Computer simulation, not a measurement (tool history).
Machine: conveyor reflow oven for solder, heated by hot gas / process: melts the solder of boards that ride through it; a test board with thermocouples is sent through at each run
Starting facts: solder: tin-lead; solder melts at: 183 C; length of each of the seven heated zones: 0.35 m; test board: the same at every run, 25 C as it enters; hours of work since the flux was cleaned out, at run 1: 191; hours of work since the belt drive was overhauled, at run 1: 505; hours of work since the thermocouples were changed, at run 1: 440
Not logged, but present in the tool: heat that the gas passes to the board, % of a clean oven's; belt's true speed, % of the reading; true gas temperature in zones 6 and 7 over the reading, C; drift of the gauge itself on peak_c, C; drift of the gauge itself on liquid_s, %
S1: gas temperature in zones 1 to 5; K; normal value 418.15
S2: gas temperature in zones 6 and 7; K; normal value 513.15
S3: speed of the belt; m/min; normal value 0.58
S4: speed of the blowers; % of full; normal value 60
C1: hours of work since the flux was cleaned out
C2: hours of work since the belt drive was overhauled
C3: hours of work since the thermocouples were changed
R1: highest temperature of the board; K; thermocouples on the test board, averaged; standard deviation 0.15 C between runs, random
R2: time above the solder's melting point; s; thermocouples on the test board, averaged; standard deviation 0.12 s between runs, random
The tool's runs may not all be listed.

run	hour	S1	S2	S3	S4	C1	C2	C3	R1	R2
1	0	418.15	513.15	0.58	60	191	505	440	486.75	52.5
2	27.7	418.15	513.15	0.58	60	210	524	459	486.65	52.4
3	67.2	418.15	513.15	0.666	60	237	550	485	480.85	39.6
4	96	418.15	513.15	0.666	60	256	570	505	480.55	39.4
5	145.1	418.15	513.15	0.58	61	289	603	538	486.55	52.4
# hour 180.1: flux residue cleaned out of gas plates and filters
6	190.5	418.15	513.15	0.58	61	7	630	565	487.95	53.6
7	232	414.15	513.15	0.58	76	35	658	593	492.25	56.2
8	268.7	414.15	513.15	0.58	76	60	683	618	491.85	56.1
9	300.9	423.15	509.15	0.595	58	82	705	640	483.25	50.1
10	324.3	430.15	515.15	0.646	60	97	721	655	487.35	51.6
11	353.9	430.15	515.15	0.475	60	117	741	676	497.65	81.2

Branching from run 11: 5 alternative next runs. What would each branch give?
A	394.7	430.15	515.15	0.475	73	145	768	703	?	?
B	394.7	415.15	515.15	0.475	60	145	768	703	?	?
C	394.7	423.15	501.15	0.58	89	145	768	703	?	?
D	394.7	418.15	513.15	0.607	60	145	768	703	?	?
E	394.7	430.15	524.15	0.692	58	145	768	703	?	?

run	R1	R2
A	501.15	83.6
B	494.65	71.7
C	485.85	56
D	484.85	48.3
E	489.95	49.3
Had the tool no hidden state, the same runs would have come out as:
run	R1	R2
A	503.65	84.2
B	497.15	73.1
C	488.55	57.7
D	487.25	50.1
E	492.35	50.7
